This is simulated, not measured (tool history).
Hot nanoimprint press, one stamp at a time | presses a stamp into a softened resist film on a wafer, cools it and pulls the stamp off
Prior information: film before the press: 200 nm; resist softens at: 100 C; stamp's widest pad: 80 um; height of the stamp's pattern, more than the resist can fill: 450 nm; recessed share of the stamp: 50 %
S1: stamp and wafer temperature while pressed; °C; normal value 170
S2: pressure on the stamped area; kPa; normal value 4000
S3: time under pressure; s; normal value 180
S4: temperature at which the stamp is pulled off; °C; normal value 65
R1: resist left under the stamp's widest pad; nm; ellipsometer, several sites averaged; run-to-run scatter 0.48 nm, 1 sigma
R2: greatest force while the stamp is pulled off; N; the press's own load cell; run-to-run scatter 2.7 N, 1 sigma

run,day,S1,S2,S3,S4,R1,R2
1,0,170,4000,180,65,102.4,156
2,0.308,170,4000,180,65,101.3,156
3,0.812,170,4000,180,65,102.2,159
4,1.317,170,4000,180,69,102.6,153
5,1.633,170,4000,180,69,102.2,156
# day 1.983: plate thermocouple calibrated
6,2.458,170,4000,180,65,103.9,165
7,2.838,170,4000,220,65,98.1,166
8,3.442,170,3400,220,65,107,176
# day 3.771: plate thermocouple calibrated, once more
9,4.2,170,3400,220,65,102.5,170
10,4.825,170,3400,220,65,104.3,175
11,5.133,170,4000,180,65,102.2,166
12,5.458,170,2450,180,65,130.1,175
13,5.904,170,2450,180,65,129.8,173
14,6.279,174,4000,180,65,90.5,173
15,6.954,170,4010,180,65,101.6,180
16,7.438,171,4010,154,65,104,177
17,7.858,167,4010,170,64,112.9,177
18,8.404,173,3130,180,65,107.4,186
19,8.988,173,4930,335,68,67.8,182
20,9.312,161,3900,149,68,140.2,176
21,9.95,161,3900,149,68,141.1,182
22,10.392,161,3900,149,68,139.9,182
23,11.079,161,4880,232,68,113.5,176
24,11.633,161,3720,232,68,129.4,185
25,12.092,166,4000,354,62,94.9,201
26,12.525,166,4000,354,62,94.9,196
27,13.117,166,4000,354,62,95.4,214
28,13.4,166,4000,180,59,116.1,218
29,13.958,173,4000,180,51,95.4,229
30,14.454,173,4850,262,54,75.5,229

Consider 4 possible next runs. They are alternatives, not a sequence: every one starts from the tool as it was left by run 30. What does each give?
A,14.888,170,3540,180,65,?,?
B,14.888,165,6340,131,54,?,?
C,14.888,173,3850,117,54,?,?
D,14.888,159,4850,262,57,?,?

run,R1,R2
A,111.6,210
B,105.3,233
C,109.7,233
D,119.1,217
What these runs would have given with no unlogged condition in the tool:
run,R1,R2
A,107.6,126
B,100.4,140
C,105.8,140
D,114.2,131

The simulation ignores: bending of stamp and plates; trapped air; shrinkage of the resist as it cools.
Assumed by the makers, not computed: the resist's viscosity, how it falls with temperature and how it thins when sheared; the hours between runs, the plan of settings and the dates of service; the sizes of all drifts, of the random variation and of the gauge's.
